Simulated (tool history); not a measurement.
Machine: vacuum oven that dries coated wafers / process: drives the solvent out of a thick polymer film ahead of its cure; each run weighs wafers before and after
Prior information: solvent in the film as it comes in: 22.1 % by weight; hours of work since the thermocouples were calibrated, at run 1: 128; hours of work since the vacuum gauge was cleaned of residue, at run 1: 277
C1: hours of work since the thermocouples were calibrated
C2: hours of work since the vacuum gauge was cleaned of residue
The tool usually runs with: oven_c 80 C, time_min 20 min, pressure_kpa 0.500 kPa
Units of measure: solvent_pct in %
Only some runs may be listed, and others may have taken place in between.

{"run": 1, "hour": 0.0, "oven_c": 80, "time_min": 20, "pressure_kpa": 0.5, "C1": 128, "C2": 277, "solvent_pct": 4.79}
{"run": 2, "hour": 21.8, "oven_c": 80, "time_min": 20, "pressure_kpa": 0.5, "C1": 138, "C2": 288, "solvent_pct": 4.73}
{"run": 3, "hour": 74.9, "oven_c": 80, "time_min": 20, "pressure_kpa": 0.5, "C1": 164, "C2": 313, "solvent_pct": 4.74}
{"run": 4, "hour": 111.2, "oven_c": 80, "time_min": 20, "pressure_kpa": 0.5, "C1": 181, "C2": 331, "solvent_pct": 4.71}
{"run": 5, "hour": 154.7, "oven_c": 80, "time_min": 20, "pressure_kpa": 0.5, "C1": 202, "C2": 351, "solvent_pct": 4.67}
{"run": 6, "hour": 178.3, "oven_c": 80, "time_min": 20, "pressure_kpa": 0.5, "C1": 213, "C2": 363, "solvent_pct": 4.7}
{"run": 7, "hour": 220.1, "oven_c": 66, "time_min": 20, "pressure_kpa": 0.5, "C1": 233, "C2": 383, "solvent_pct": 11.13}
{"run": 8, "hour": 252.7, "oven_c": 80, "time_min": 20, "pressure_kpa": 0.5, "C1": 249, "C2": 398, "solvent_pct": 4.68}
{"run": 9, "hour": 297.7, "oven_c": 80, "time_min": 20, "pressure_kpa": 0.5, "C1": 270, "C2": 420, "solvent_pct": 4.67}
{"run": 10, "hour": 336.3, "oven_c": 80, "time_min": 20, "pressure_kpa": 0.5, "C1": 289, "C2": 438, "solvent_pct": 4.7}
{"run": 11, "hour": 375.9, "oven_c": 80, "time_min": 20, "pressure_kpa": 0.5, "C1": 308, "C2": 457, "solvent_pct": 4.68}
{"run": 12, "hour": 401.2, "oven_c": 80, "time_min": 20, "pressure_kpa": 0.5, "C1": 320, "C2": 469, "solvent_pct": 4.64}
{"run": 13, "hour": 443.8, "oven_c": 95, "time_min": 20, "pressure_kpa": 0.5, "C1": 340, "C2": 490, "solvent_pct": 0.52}
{"run": 14, "hour": 476.8, "oven_c": 95, "time_min": 20, "pressure_kpa": 0.5, "C1": 356, "C2": 505, "solvent_pct": 0.51}
{"run": 15, "hour": 507.3, "oven_c": 95, "time_min": 12, "pressure_kpa": 0.5, "C1": 370, "C2": 520, "solvent_pct": 1.99}
{"run": 16, "hour": 541.5, "oven_c": 95, "time_min": 12, "pressure_kpa": 0.5, "C1": 387, "C2": 536, "solvent_pct": 1.98}
{"run": 17, "hour": 572.6, "oven_c": 80, "time_min": 20, "pressure_kpa": 0.5, "C1": 402, "C2": 551, "solvent_pct": 4.62}
{"run": 18, "hour": 600.4, "oven_c": 85, "time_min": 20, "pressure_kpa": 0.5, "C1": 415, "C2": 565, "solvent_pct": 2.63}
{"run": 19, "hour": 648.9, "oven_c": 85, "time_min": 20, "pressure_kpa": 0.5, "C1": 438, "C2": 588, "solvent_pct": 2.65}
{"run": 20, "hour": 693.0, "oven_c": 80, "time_min": 29, "pressure_kpa": 0.5, "C1": 459, "C2": 609, "solvent_pct": 2.49}
{"run": 21, "hour": 728.5, "oven_c": 80, "time_min": 29, "pressure_kpa": 0.5, "C1": 476, "C2": 626, "solvent_pct": 2.49}
{"run": 22, "hour": 764.4, "oven_c": 80, "time_min": 29, "pressure_kpa": 0.5, "C1": 493, "C2": 643, "solvent_pct": 2.51}
{"run": 23, "hour": 803.3, "oven_c": 80, "time_min": 29, "pressure_kpa": 0.5, "C1": 512, "C2": 662, "solvent_pct": 2.5}
{"run": 24, "hour": 833.6, "oven_c": 80, "time_min": 29, "pressure_kpa": 0.5, "C1": 526, "C2": 676, "solvent_pct": 2.51}
{"run": 25, "hour": 872.9, "oven_c": 80, "time_min": 29, "pressure_kpa": 0.5, "C1": 545, "C2": 695, "solvent_pct": 2.48}
{"run": 26, "hour": 909.3, "oven_c": 80, "time_min": 29, "pressure_kpa": 0.5, "C1": 563, "C2": 712, "solvent_pct": 2.46}
{"run": 27, "hour": 957.2, "oven_c": 80, "time_min": 28, "pressure_kpa": 1.081, "C1": 586, "C2": 735, "solvent_pct": 2.74}
{"run": 28, "hour": 982.2, "oven_c": 80, "time_min": 28, "pressure_kpa": 1.081, "C1": 598, "C2": 747, "solvent_pct": 2.74}
{"run": 29, "hour": 1013.9, "oven_c": 80, "time_min": 28, "pressure_kpa": 1.081, "C1": 613, "C2": 762, "solvent_pct": 2.75}
{"run": 30, "hour": 1050.4, "oven_c": 86, "time_min": 20, "pressure_kpa": 0.5, "C1": 630, "C2": 780, "solvent_pct": 2.28}
{"run": 31, "hour": 1074.0, "oven_c": 91, "time_min": 24, "pressure_kpa": 0.289, "C1": 641, "C2": 791, "solvent_pct": 0.58}
{"run": 32, "hour": 1125.4, "oven_c": 92, "time_min": 11, "pressure_kpa": 1.674, "C1": 666, "C2": 816, "solvent_pct": 3.39}
{"run": 33, "hour": 1171.2, "oven_c": 92, "time_min": 11, "pressure_kpa": 1.674, "C1": 688, "C2": 838, "solvent_pct": 3.4}
{"run": 34, "hour": 1195.1, "oven_c": 92, "time_min": 34, "pressure_kpa": 1.674, "C1": 699, "C2": 849, "solvent_pct": 0.37}
{"run": 35, "hour": 1247.8, "oven_c": 93, "time_min": 24, "pressure_kpa": 0.914, "C1": 725, "C2": 874, "solvent_pct": 0.49}

Expected results for the next run?
{"run": 36, "hour": 1269.5, "oven_c": 70, "time_min": 20, "pressure_kpa": 0.266, "C1": 735, "C2": 885, "solvent_pct": "?"}

{"run 36": {"solvent_pct": 8.98}}
Had the tool carried no hidden state, the very same run would have given solvent_pct 9.56 %.
